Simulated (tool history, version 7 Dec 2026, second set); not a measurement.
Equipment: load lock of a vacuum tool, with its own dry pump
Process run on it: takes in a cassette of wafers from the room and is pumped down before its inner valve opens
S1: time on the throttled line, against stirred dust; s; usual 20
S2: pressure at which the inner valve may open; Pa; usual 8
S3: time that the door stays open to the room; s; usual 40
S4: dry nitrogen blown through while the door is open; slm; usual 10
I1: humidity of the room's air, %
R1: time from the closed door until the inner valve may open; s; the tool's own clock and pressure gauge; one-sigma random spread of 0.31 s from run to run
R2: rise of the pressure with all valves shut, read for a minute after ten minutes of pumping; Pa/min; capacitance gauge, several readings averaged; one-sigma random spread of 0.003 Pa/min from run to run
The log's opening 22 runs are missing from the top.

run 23 hour=2388.1 | S1=14 S2=8 S3=40 S4=36 | I1=45.5 | R1=38.0 R2=0.077
run 24 hour=2467.1 | S1=14 S2=8 S3=40 S4=36 | I1=44.8 | R1=38.1 R2=0.071
run 25 hour=2538.1 | S1=20 S2=6 S3=38 S4=10 | I1=44.3 | R1=43.4 R2=0.083
run 26 hour=2618.3 | S1=12 S2=10 S3=57 S4=10 | I1=44.3 | R1=35.8 R2=0.095
run 27 hour=2736.8 | S1=16 S2=13 S3=40 S4=16 | I1=47.5 | R1=38.2 R2=0.084
run 28 hour=2848.3 | S1=20 S2=7 S3=40 S4=10 | I1=50.1 | R1=42.9 R2=0.096
run 29 hour=2928.0 | S1=20 S2=7 S3=40 S4=10 | I1=44.9 | R1=42.4 R2=0.098
run 30 hour=3063.3 | S1=20 S2=7 S3=40 S4=10 | I1=45.4 | R1=43.0 R2=0.088
run 31 hour=3185.9 | S1=23 S2=8 S3=40 S4=6 | I1=44.0 | R1=44.8 R2=0.090
run 32 hour=3325.6 | S1=23 S2=8 S3=40 S4=6 | I1=49.1 | R1=45.0 R2=0.107
run 33 hour=3459.8 | S1=23 S2=8 S3=40 S4=14 | I1=46.3 | R1=45.1 R2=0.094
run 34 hour=3596.7 | S1=17 S2=11 S3=185 S4=5 | I1=45.0 | R1=40.1 R2=0.150
run 35 hour=3726.1 | S1=17 S2=14 S3=142 S4=15 | I1=43.7 | R1=38.8 R2=0.122
run 36 hour=3855.4 | S1=17 S2=14 S3=142 S4=15 | I1=41.1 | R1=38.9 R2=0.111
run 37 hour=3938.5 | S1=17 S2=14 S3=142 S4=28 | I1=41.7 | R1=39.0 R2=0.104
run 38 hour=4010.6 | S1=17 S2=14 S3=142 S4=5 | I1=44.4 | R1=39.3 R2=0.148

Predict each of these 3 candidate next runs independently; none follows another, all start after run 38:
run A hour=4120.9 | S1=17 S2=14 S3=142 S4=4 | I1=43.4 | R1=? R2=?
run B hour=4120.9 | S1=17 S2=14 S3=26 S4=5 | I1=48.2 | R1=? R2=?
run C hour=4120.9 | S1=20 S2=8 S3=37 S4=13 | I1=45.1 | R1=? R2=?

run=A R1=39.1 R2=0.147
run=B R1=38.6 R2=0.095
run=C R1=42.2 R2=0.101
What these runs would have given with no unlogged condition in the tool:
run=A R1=37.1 R2=0.097
run=B R1=36.6 R2=0.045
run=C R1=40.1 R2=0.050

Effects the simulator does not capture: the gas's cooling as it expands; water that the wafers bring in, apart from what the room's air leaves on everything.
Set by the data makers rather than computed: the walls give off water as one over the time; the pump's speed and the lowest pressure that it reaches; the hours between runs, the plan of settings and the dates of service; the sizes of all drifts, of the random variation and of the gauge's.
